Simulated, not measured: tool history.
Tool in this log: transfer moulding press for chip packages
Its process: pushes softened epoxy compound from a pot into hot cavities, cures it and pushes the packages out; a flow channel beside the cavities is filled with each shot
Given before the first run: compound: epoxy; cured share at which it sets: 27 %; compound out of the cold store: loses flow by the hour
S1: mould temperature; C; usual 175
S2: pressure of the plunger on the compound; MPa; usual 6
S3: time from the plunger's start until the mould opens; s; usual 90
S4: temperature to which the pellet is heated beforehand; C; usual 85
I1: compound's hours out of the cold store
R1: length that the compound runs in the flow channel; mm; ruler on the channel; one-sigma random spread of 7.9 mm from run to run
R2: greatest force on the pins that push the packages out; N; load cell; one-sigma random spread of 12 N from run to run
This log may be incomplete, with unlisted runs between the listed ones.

run     day   S1    S2   S3  S4    I1    R1    R2
  1       0  175     6   90  85  24.1   988   599
  2   1.617  175     6   90  85  28.3   940   587
  3   3.254  175     6   90  85  19.6  1008   619
      3.575  -- cavities cleaned with cleaning compound and waxed
  4    4.95  175     6   90  85    43   843   568
  5   6.204  175     6   90  85    46   837   576
      6.421  -- plunger's sealing rings changed
  6   7.067  175     6   90  85  46.7   823   564
      8.258  -- cavities cleaned with cleaning compound and waxed
  7   8.712  175     6   90  85  39.9   873   573
  8   9.754  175     6   90  82  22.4   995   599
  9  11.479  175     6   90  85  46.8   832   546
     12.733  -- cavities cleaned with cleaning compound and waxed
 10  12.896  175     6   81  85  32.1   936   695
 11  14.033  175  4.84   81  85  40.5   784   683
 12  15.162  175  4.84   81  85  25.8   869   704
 13  16.042  175  4.84   81  85    42   774   693
 14  17.021  175  4.84   81  85  11.4   969   756
     17.242  -- cavities cleaned with cleaning compound and waxed
 15  18.525  181     6  115  85  22.4   970   474
 16  19.254  181     6  115  85  41.3   855   463
      20.65  -- mould's thermocouples calibrated
 17  20.992  175     6   86  85  22.5  1012   653
     21.812  -- cavities cleaned with cleaning compound and waxed
 18   22.25  175     6   86  85  30.9   941   627
     22.871  -- plunger's sealing rings changed
 19  23.921  175     6   86  85    35   893   616
 20  25.596  168     6   79  85  13.1  1091  1237
     26.446  -- cavities cleaned with cleaning compound and waxed
 21  26.646  168     6   79  85  37.4   907  1128
 22  27.942  168     6  113  85  46.4   863   585
 23  29.546  177  5.99   90  85  39.6   881   541
 24  30.338  171  6.75  105  83  17.1  1114   606
     30.912  -- cavities cleaned with cleaning compound and waxed
 25  32.104  170  6.75  105  86  40.5   959   608
 26  33.367  175     6  118  85    14  1052   485
 27  34.154  172     6  118  87  22.9   988   504

Predict each of these 4 candidate next runs independently; none follows another, all start after run 27:
  A  34.971  168   6  118  78  18.2   ?   ?
  B  34.971  174   6  102  94  14.2   ?   ?
  C  34.971  172   6  118  85  34.9   ?   ?
  D  34.971  179   6   90  91   9.3   ?   ?

run    R1   R2
  A  1040  608
  B  1053  539
  C   928  498
  D  1098  512
Take away the tool's hidden state, keep each run's random variation, and the runs would have read:
run    R1   R2
  A  1041  596
  B  1054  529
  C   929  488
  D  1099  503
